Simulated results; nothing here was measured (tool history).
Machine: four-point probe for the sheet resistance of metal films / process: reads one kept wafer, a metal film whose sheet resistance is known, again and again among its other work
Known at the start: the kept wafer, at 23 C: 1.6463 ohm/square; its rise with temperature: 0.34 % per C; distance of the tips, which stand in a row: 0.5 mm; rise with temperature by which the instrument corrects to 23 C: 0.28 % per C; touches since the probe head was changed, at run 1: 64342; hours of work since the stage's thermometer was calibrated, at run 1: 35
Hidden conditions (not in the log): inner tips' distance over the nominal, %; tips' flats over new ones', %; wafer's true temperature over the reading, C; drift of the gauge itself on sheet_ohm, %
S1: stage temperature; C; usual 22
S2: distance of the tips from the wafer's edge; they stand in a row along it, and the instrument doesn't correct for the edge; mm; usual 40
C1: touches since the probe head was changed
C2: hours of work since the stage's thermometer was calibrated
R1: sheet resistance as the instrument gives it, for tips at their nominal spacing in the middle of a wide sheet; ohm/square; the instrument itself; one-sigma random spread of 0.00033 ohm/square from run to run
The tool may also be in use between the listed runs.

Run 1, day 0: usual settings; C1 64342; C2 35. Result: R1 1.643905 ohm/square.
Run 2, day 2.388: usual settings; C1 66778; C2 63. Result: R1 1.643951 ohm/square.
Run 3, day 4.542: usual settings; C1 68973; C2 88. Result: R1 1.644445 ohm/square.
Run 4, day 6.554: usual settings but S1 27 C; C1 71024; C2 112. Result: R1 1.648492 ohm/square.
Run 5, day 7.583: usual settings but S1 27 C; C1 72074; C2 124. Result: R1 1.64761 ohm/square.
Run 6, day 8.583: usual settings but S1 27 C; C1 73093; C2 136. Result: R1 1.648615 ohm/square.
Run 7, day 10.079: usual settings but S1 34 C; C1 74619; C2 153. Result: R1 1.653616 ohm/square.
Run 8, day 11.588: usual settings but S1 34 C; C1 76155; C2 171. Result: R1 1.653382 ohm/square.
Run 9, day 13.575: usual settings but S1 34 C; C1 78185; C2 194. Result: R1 1.652937 ohm/square.
Run 10, day 15.875: usual settings but S1 34 C; C1 80527; C2 221. Result: R1 1.653171 ohm/square.
Run 11, day 17.475: usual settings but S1 19 C, S2 65 mm; C1 82160; C2 240. Result: R1 1.639749 ohm/square.
Run 12, day 19.825: usual settings but S1 19 C, S2 65 mm; C1 84557; C2 267. Result: R1 1.640155 ohm/square.
Run 13, day 21.238: usual settings but S1 27 C, S2 49 mm; C1 85994; C2 284. Result: R1 1.646544 ohm/square.
Run 14, day 22.525: usual settings but S1 27 C, S2 49 mm; C1 87309; C2 299. Result: R1 1.64634 ohm/square.
Run 15, day 24.621: usual settings but S1 27 C, S2 49 mm; C1 89444; C2 323. Result: R1 1.646943 ohm/square.
Run 16, day 26.446: usual settings but S1 23 C, S2 27 mm; C1 91305; C2 345. Result: R1 1.643324 ohm/square.
Run 17, day 28.275: usual settings but S2 5 mm; C1 93172; C2 366. Result: R1 1.650565 ohm/square.
Run 18, day 30.583: usual settings but S1 35 C; C1 95526; C2 393. Result: R1 1.653064 ohm/square.
Run 19, day 32.3: usual settings but S2 10 mm; C1 97274; C2 413. Result: R1 1.644018 ohm/square.

Alternative continuations, all from the tool just after run 19; predict every row:
Run A, day 33.721: usual settings but S1 25 C, S2 4 mm; C1 98725; C2 430. Result: R1 ?.
Run B, day 33.721: usual settings but S1 26 C, S2 50 mm; C1 98725; C2 430. Result: R1 ?.
Run C, day 33.721: usual settings but S1 28 C, S2 9 mm; C1 98725; C2 430. Result: R1 ?.
Run D, day 33.721: usual settings but S2 10 mm; C1 98725; C2 430. Result: R1 ?.
Run E, day 33.721: usual settings but S2 4 mm; C1 98725; C2 430. Result: R1 ?.

run        R1
  A  1.657779
  B  1.645355
  C   1.64956
  D  1.643108
  E  1.655109
What these runs would have given with no unlogged condition in the tool:
run        R1
  A  1.661931
  B  1.649476
  C  1.653686
  D  1.647235
  E  1.659264
